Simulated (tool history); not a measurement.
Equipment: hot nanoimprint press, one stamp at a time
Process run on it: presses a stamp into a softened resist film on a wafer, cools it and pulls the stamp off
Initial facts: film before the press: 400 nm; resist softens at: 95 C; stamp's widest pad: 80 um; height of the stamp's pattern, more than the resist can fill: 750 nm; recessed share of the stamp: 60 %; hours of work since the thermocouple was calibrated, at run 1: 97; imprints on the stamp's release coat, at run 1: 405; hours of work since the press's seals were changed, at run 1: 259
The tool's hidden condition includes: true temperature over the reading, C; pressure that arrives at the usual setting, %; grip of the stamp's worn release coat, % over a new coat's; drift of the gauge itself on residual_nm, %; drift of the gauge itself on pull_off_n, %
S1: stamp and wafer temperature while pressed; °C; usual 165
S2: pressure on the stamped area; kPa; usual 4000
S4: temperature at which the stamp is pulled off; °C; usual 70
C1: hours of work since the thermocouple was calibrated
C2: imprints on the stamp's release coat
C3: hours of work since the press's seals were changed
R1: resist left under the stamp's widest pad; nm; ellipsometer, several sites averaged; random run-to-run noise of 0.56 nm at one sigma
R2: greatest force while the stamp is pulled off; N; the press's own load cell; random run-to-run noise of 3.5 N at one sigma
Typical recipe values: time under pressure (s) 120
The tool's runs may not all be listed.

{"run": 1, "day": 0.0, "S1": 165, "S2": 4000, "time under pressure (s)": 120, "S4": 70, "C1": 97, "C2": 405, "C3": 259, "R1": 213.5, "R2": 165}
{"run": 2, "day": 0.988, "S1": 165, "S2": 4000, "time under pressure (s)": 120, "S4": 70, "C1": 113, "C2": 470, "C3": 275, "R1": 212.5, "R2": 171}
{"run": 3, "day": 1.971, "S1": 165, "S2": 4000, "time under pressure (s)": 120, "S4": 70, "C1": 128, "C2": 535, "C3": 290, "R1": 213.3, "R2": 166}
{"run": 4, "day": 2.717, "S1": 165, "S2": 4000, "time under pressure (s)": 120, "S4": 70, "C1": 140, "C2": 584, "C3": 302, "R1": 211.8, "R2": 171}
{"run": 5, "day": 3.283, "S1": 165, "S2": 4000, "time under pressure (s)": 125, "S4": 70, "C1": 149, "C2": 622, "C3": 311, "R1": 209.9, "R2": 172}
{"run": 6, "day": 4.079, "S1": 165, "S2": 4000, "time under pressure (s)": 125, "S4": 70, "C1": 161, "C2": 674, "C3": 323, "R1": 209.8, "R2": 169}
{"run": 7, "day": 4.925, "S1": 165, "S2": 4430, "time under pressure (s)": 120, "S4": 70, "C1": 175, "C2": 729, "C3": 337, "R1": 204.8, "R2": 167}
{"run": 8, "day": 5.804, "S1": 165, "S2": 4000, "time under pressure (s)": 120, "S4": 63, "C1": 189, "C2": 788, "C3": 351, "R1": 211.9, "R2": 172}
{"run": 9, "day": 6.312, "S1": 153, "S2": 4000, "time under pressure (s)": 120, "S4": 70, "C1": 197, "C2": 821, "C3": 359, "R1": 327.5, "R2": 170}
{"run": 10, "day": 6.879, "S1": 153, "S2": 4000, "time under pressure (s)": 120, "S4": 70, "C1": 205, "C2": 858, "C3": 367, "R1": 328.0, "R2": 167}
{"run": 11, "day": 7.867, "S1": 153, "S2": 5820, "time under pressure (s)": 120, "S4": 71, "C1": 221, "C2": 923, "C3": 383, "R1": 305.0, "R2": 171}
{"run": 12, "day": 8.854, "S1": 153, "S2": 5820, "time under pressure (s)": 97, "S4": 61, "C1": 237, "C2": 988, "C3": 399, "R1": 318.0, "R2": 179}
{"run": 13, "day": 9.462, "S1": 162, "S2": 6380, "time under pressure (s)": 167, "S4": 69, "C1": 246, "C2": 1028, "C3": 408, "R1": 180.5, "R2": 170}
{"run": 14, "day": 9.917, "S1": 165, "S2": 4000, "time under pressure (s)": 107, "S4": 70, "C1": 253, "C2": 1058, "C3": 415, "R1": 219.5, "R2": 170}
{"day": 10.512, "done": "plate thermocouple calibrated"}
{"run": 15, "day": 10.675, "S1": 165, "S2": 4000, "time under pressure (s)": 107, "S4": 70, "C1": 3, "C2": 1100, "C3": 425, "R1": 221.2, "R2": 173}
{"run": 16, "day": 11.258, "S1": 165, "S2": 4000, "time under pressure (s)": 107, "S4": 70, "C1": 12, "C2": 1138, "C3": 435, "R1": 220.7, "R2": 174}
{"run": 17, "day": 11.804, "S1": 165, "S2": 4000, "time under pressure (s)": 107, "S4": 70, "C1": 20, "C2": 1174, "C3": 443, "R1": 220.6, "R2": 167}

Difference, measured minus no-hidden-state, one row per run. Run-to-run variation is common to both terms; the gauge's own scatter need not be:
run=1 R1=-0.1
run=2 R1=-0.2
run=3 R1=-0.4
run=4 R1=-0.4
run=5 R1=-0.5
run=6 R1=-0.6
run=7 R1=-0.7
run=8 R1=-0.8
run=9 R1=-1.2
run=10 R1=-1.2
run=11 R1=-1.4
run=12 R1=-1.6
run=13 R1=-1.0
run=14 R1=-1.4
run=15 R1=-0.9
run=16 R1=-1.0
run=17 R1=-1.1
R2: differs from the measured result by no more than 2 N in any run.

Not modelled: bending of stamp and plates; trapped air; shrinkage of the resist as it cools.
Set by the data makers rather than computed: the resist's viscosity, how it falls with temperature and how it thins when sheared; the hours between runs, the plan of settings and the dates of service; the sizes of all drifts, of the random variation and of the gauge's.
